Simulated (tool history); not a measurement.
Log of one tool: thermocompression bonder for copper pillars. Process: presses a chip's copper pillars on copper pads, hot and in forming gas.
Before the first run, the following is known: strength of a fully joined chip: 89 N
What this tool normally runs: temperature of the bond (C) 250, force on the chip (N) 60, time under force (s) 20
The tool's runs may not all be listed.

run   hour  temperature of the bond (C)  force on the chip (N)  time under force (s)  force that shears a chip off (N)
  1    0.0                          250                     60                    20                              49.5
  2   16.7                          250                     60                    20                              50.3
  3   33.4                          250                     60                    20                              51.4
  4   43.1                          250                     84                    20                              65.0
  5   55.6                          250                     84                    20                              63.4
  6   71.4                          250                     84                    20                              64.9
  7   79.7                          250                     84                    20                              63.7
  8   89.6                          250                     84                    20                              63.0
  9  101.5                          248                     84                    20                              63.1
 10  112.9                          248                     84                    20                              62.1
     129.1  -- heater calibrated with a thermocouple chip
 11  129.1                          248                     84                    20                              64.1

Forecast each of these 4 alternatives for the next run:
  A  141.9                          242                     41                    23                                 ?
  B  141.9                          238                     40                    35                                 ?
  C  141.9                          220                     51                    38                                 ?
  D  141.9                          243                     86                    37                                 ?

run  force that shears a chip off (N)
  A                              33.0
  B                              35.4
  C                              33.1
  D                              69.8
Without the tool's unlogged condition, the same runs would have read:
run  force that shears a chip off (N)
  A                              33.2
  B                              35.5
  C                              33.3
  D                              70.0
